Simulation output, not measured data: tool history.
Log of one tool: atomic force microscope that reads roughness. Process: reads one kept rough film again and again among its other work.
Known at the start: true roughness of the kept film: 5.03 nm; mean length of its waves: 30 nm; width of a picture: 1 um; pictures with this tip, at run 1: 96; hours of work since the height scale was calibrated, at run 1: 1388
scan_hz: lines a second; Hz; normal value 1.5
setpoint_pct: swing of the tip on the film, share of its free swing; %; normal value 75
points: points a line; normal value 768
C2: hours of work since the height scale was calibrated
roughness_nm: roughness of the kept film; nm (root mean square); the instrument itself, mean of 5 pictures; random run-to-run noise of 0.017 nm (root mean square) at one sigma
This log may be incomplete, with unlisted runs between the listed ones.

run 1 hour=0 | scan_hz=1.5 setpoint_pct=75 points=768 | pictures_with_this_tip=96 C2=1388 | roughness_nm=3.26
-- hour=36.2 new tip fitted
run 2 hour=36.2 | scan_hz=1.5 setpoint_pct=75 points=768 | pictures_with_this_tip=0 C2=1405 | roughness_nm=4.186
run 3 hour=96.2 | scan_hz=1.5 setpoint_pct=75 points=768 | pictures_with_this_tip=71 C2=1434 | roughness_nm=3.47
-- hour=154.4 new tip fitted
run 4 hour=162.9 | scan_hz=1.5 setpoint_pct=75 points=768 | pictures_with_this_tip=10 C2=1466 | roughness_nm=4.029
run 5 hour=231.4 | scan_hz=1.5 setpoint_pct=75 points=768 | pictures_with_this_tip=91 C2=1500 | roughness_nm=3.287
-- hour=269.6 new tip fitted
run 6 hour=288.3 | scan_hz=1.5 setpoint_pct=75 points=768 | pictures_with_this_tip=22 C2=1527 | roughness_nm=4.011
run 7 hour=356.3 | scan_hz=1.5 setpoint_pct=75 points=927 | pictures_with_this_tip=102 C2=1560 | roughness_nm=3.244
-- hour=389.3 new tip fitted
run 8 hour=426.8 | scan_hz=0.57 setpoint_pct=75 points=768 | pictures_with_this_tip=44 C2=1594 | roughness_nm=3.904
run 9 hour=460.7 | scan_hz=1.5 setpoint_pct=75 points=425 | pictures_with_this_tip=84 C2=1610 | roughness_nm=3.399
run 10 hour=497.8 | scan_hz=1.5 setpoint_pct=75 points=849 | pictures_with_this_tip=128 C2=1628 | roughness_nm=3.098
-- hour=506.2 new tip fitted
run 11 hour=563.5 | scan_hz=1.5 setpoint_pct=75 points=849 | pictures_with_this_tip=68 C2=1660 | roughness_nm=3.548
run 12 hour=601.1 | scan_hz=1.5 setpoint_pct=75 points=849 | pictures_with_this_tip=113 C2=1678 | roughness_nm=3.145
-- hour=622.9 new tip fitted
run 13 hour=671.1 | scan_hz=1.5 setpoint_pct=75 points=849 | pictures_with_this_tip=57 C2=1712 | roughness_nm=3.637
run 14 hour=713.1 | scan_hz=1.5 setpoint_pct=84 points=322 | pictures_with_this_tip=106 C2=1732 | roughness_nm=3.099
-- hour=717.9 height scale calibrated on a step standard
-- hour=740.8 new tip fitted
run 15 hour=757.9 | scan_hz=1.5 setpoint_pct=84 points=322 | pictures_with_this_tip=21 C2=19 | roughness_nm=3.757
run 16 hour=799.5 | scan_hz=2.38 setpoint_pct=72 points=301 | pictures_with_this_tip=70 C2=39 | roughness_nm=3.396
-- hour=860.3 new tip fitted
run 17 hour=864.3 | scan_hz=2.28 setpoint_pct=59 points=701 | pictures_with_this_tip=5 C2=70 | roughness_nm=4.181
run 18 hour=895.6 | scan_hz=2.28 setpoint_pct=59 points=701 | pictures_with_this_tip=42 C2=86 | roughness_nm=3.819
run 19 hour=948.3 | scan_hz=2.28 setpoint_pct=59 points=701 | pictures_with_this_tip=104 C2=111 | roughness_nm=3.285
-- hour=977.5 new tip fitted
run 20 hour=1001.3 | scan_hz=1.5 setpoint_pct=79 points=483 | pictures_with_this_tip=28 C2=137 | roughness_nm=3.773
run 21 hour=1060.6 | scan_hz=1.23 setpoint_pct=76 points=768 | pictures_with_this_tip=98 C2=165 | roughness_nm=3.305
-- hour=1093.1 new tip fitted
run 22 hour=1097.8 | scan_hz=3.81 setpoint_pct=88 points=430 | pictures_with_this_tip=6 C2=183 | roughness_nm=3.232

3 options for the next run, each taken on its own from the tool as it stands now. Forecast them:
-- hour=1102.7 height scale calibrated on a step standard, once more
run A hour=1166.1 | scan_hz=3.81 setpoint_pct=71 points=260 | pictures_with_this_tip=85 C2=31 | roughness_nm=?
-- hour=1102.7 height scale calibrated on a step standard, once more
run B hour=1166.1 | scan_hz=1.5 setpoint_pct=75 points=418 | pictures_with_this_tip=85 C2=31 | roughness_nm=?
-- hour=1102.7 height scale calibrated on a step standard, once more
run C hour=1166.1 | scan_hz=0.56 setpoint_pct=67 points=525 | pictures_with_this_tip=85 C2=31 | roughness_nm=?

run=A roughness_nm=3.127
run=B roughness_nm=3.384
run=C roughness_nm=3.532
Take away the tool's hidden state, keep each run's random variation, and the runs would have read:
run=A roughness_nm=3.893
run=B roughness_nm=4.213
run=C roughness_nm=4.397

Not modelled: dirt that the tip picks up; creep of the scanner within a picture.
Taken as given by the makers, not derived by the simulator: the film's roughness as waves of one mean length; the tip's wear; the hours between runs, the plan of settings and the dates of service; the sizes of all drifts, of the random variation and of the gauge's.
